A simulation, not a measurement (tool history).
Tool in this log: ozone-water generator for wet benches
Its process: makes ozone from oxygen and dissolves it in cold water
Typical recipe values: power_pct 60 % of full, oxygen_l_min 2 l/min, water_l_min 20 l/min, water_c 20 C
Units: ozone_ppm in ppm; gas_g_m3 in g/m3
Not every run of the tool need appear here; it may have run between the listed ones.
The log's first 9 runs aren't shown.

run,hour,power_pct,oxygen_l_min,water_l_min,water_c,hours of work since the electrodes were changed,hours of work since the contactor was cleaned,hours of work since the thermometer was calibrated,ozone_ppm,gas_g_m3
10,284.3,60,2,27,20,946,3268,3973,5.3,134.4
11,329.5,60,2,27,20,989,3310,4016,5.3,134.3
# hour 332.8: water thermometer calibrated
12,350.1,60,2,27,20,1007,3329,16,5.2,135.3
13,390.7,60,2,20,20,1045,3367,54,7,134.5
14,430,60,2,20,20,1082,3404,91,7,135
15,465.4,60,2,20,21,1115,3437,124,6.8,134.3
16,483.9,60,2,20,21,1132,3454,141,7,134.7
# hour 490.5: water thermometer calibrated, once more
17,507.1,60,2.76,20,20,1154,3475,15,8,120.7
18,552,60,2.76,20,20,1196,3517,57,8,120.5
19,575.1,60,2.76,20,20,1217,3539,79,7.9,120.3
20,598.3,60,2.76,20,15,1239,3561,101,8.1,118.4
21,630.4,57,1.32,14,17,1269,3591,131,7.9,147.9
22,674.1,57,1.32,14,17,1310,3631,172,7.9,148.6
23,706.6,46,2,20,20,1340,3662,202,5.7,108.4
24,735.8,46,3.58,13,20,1368,3689,229,9.4,88.3
25,780.6,46,3.58,13,20,1409,3731,271,9.5,87.5
26,801,60,1.68,18,20,1429,3750,290,7.1,141.8
27,832,60,1.68,18,20,1458,3779,319,7.2,143
28,856.2,60,1.68,18,20,1480,3802,342,7.2,142.4

What will run 29 give?
29,893,51,2.52,18,27,1515,3836,376,?,?

Run 29 measured ozone_ppm 6.7 ppm, gas_g_m3 108.8 g/m3.
With no hidden state in the tool, this same run would have given ozone_ppm 7.1 ppm, gas_g_m3 111.1 g/m3.

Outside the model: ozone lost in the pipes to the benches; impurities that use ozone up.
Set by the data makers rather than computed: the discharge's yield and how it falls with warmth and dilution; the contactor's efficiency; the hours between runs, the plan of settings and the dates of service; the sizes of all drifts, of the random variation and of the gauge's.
